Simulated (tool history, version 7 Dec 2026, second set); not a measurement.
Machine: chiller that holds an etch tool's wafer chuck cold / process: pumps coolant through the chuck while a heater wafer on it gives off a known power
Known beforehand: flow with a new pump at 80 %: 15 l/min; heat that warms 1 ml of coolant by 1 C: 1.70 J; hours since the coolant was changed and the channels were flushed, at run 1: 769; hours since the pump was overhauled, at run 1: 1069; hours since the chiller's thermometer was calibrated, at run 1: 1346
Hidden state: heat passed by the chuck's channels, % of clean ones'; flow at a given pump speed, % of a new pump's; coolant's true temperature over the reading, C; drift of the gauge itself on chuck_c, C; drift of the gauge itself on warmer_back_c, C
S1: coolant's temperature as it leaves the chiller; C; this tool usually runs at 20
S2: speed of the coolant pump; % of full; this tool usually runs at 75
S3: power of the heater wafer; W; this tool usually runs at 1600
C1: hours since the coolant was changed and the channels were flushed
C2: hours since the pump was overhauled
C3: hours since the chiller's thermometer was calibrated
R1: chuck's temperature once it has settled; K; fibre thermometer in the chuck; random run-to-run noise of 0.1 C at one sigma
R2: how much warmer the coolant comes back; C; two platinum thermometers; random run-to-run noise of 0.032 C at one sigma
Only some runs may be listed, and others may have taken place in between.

| run | day | S1 | S2 | S3 | C1 | C2 | C3 | R1 | R2 |
|---|---|---|---|---|---|---|---|---|---|
| 1 | 0.000 | 20 | 75 | 1600 | 769 | 1069 | 1346 | 306.55 | 4.05 |
| 2 | 1.738 | 20 | 75 | 1600 | 811 | 1111 | 1388 | 306.65 | 4.08 |
| 3 | 3.492 | 20 | 75 | 1600 | 853 | 1153 | 1430 | 306.55 | 4.08 |
| 4 | 4.888 | 20 | 78 | 1600 | 887 | 1186 | 1464 | 306.15 | 3.86 |
| 5 | 6.333 | 20 | 78 | 1600 | 921 | 1221 | 1498 | 306.35 | 3.89 |
| 6 | 7.442 | 20 | 78 | 1600 | 948 | 1248 | 1525 | 306.25 | 3.96 |
| 7 | 8.900 | 20 | 89 | 1600 | 983 | 1283 | 1560 | 305.25 | 3.46 |
| 8 | 10.258 | 20 | 75 | 1600 | 1016 | 1315 | 1593 | 306.65 | 4.10 |
| 9 | 11.146 | 20 | 75 | 1600 | 1037 | 1336 | 1614 | 306.65 | 4.07 |
| 10 | 13.217 | 20 | 75 | 1600 | 1087 | 1386 | 1664 | 306.75 | 4.10 |
| 11 | 15.325 | 20 | 75 | 1600 | 1137 | 1437 | 1714 | 306.75 | 4.05 |
| 12 | 16.733 | 18 | 75 | 823 | 1171 | 1471 | 1748 | 298.15 | 2.12 |
| 13 | 17.917 | 18 | 75 | 1198 | 1199 | 1499 | 1776 | 301.25 | 3.06 |
| 14 | 19.242 | 11 | 77 | 851 | 1231 | 1531 | 1808 | 290.95 | 2.10 |
| 15 | 21.088 | 20 | 93 | 1674 | 1275 | 1575 | 1853 | 305.25 | 3.45 |
| 16 | 22.346 | 20 | 72 | 1600 | 1306 | 1605 | 1883 | 307.25 | 4.26 |
| 17 | 23.979 | 30 | 72 | 1240 | 1345 | 1645 | 1922 | 313.95 | 3.33 |
| 18 | 25.171 | 24 | 72 | 2274 | 1373 | 1673 | 1951 | 317.25 | 6.06 |
| 19 | 26.804 | 24 | 72 | 2274 | 1413 | 1712 | 1990 | 317.15 | 6.10 |
| 20 | 27.996 | 10 | 79 | 2274 | 1441 | 1741 | 2018 | 301.85 | 5.52 |
| 21 | 29.367 | 15 | 75 | 1600 | 1474 | 1774 | 2051 | 301.55 | 4.12 |

5 options for the next run, each taken on its own from the tool as it stands now. Forecast them:
| A | 31.338 | 20 | 92 | 1600 | 1521 | 1821 | 2098 | ? | ? |
| B | 31.338 | 12 | 73 | 1600 | 1521 | 1821 | 2098 | ? | ? |
| C | 31.338 | 20 | 65 | 1188 | 1521 | 1821 | 2098 | ? | ? |
| D | 31.338 | 12 | 88 | 2294 | 1521 | 1821 | 2098 | ? | ? |
| E | 31.338 | 15 | 75 | 2011 | 1521 | 1821 | 2098 | ? | ? |

| run | R1 | R2 |
|---|---|---|
| A | 305.05 | 3.33 |
| B | 298.95 | 4.25 |
| C | 304.15 | 3.58 |
| D | 302.85 | 5.01 |
| E | 305.35 | 5.23 |
The same runs, with their run-to-run variation unchanged, on a tool lacking any hidden condition would have given:
| run | R1 | R2 |
|---|---|---|
| A | 304.75 | 3.25 |
| B | 298.65 | 4.15 |
| C | 303.95 | 3.50 |
| D | 302.35 | 4.90 |
| E | 304.85 | 5.11 |

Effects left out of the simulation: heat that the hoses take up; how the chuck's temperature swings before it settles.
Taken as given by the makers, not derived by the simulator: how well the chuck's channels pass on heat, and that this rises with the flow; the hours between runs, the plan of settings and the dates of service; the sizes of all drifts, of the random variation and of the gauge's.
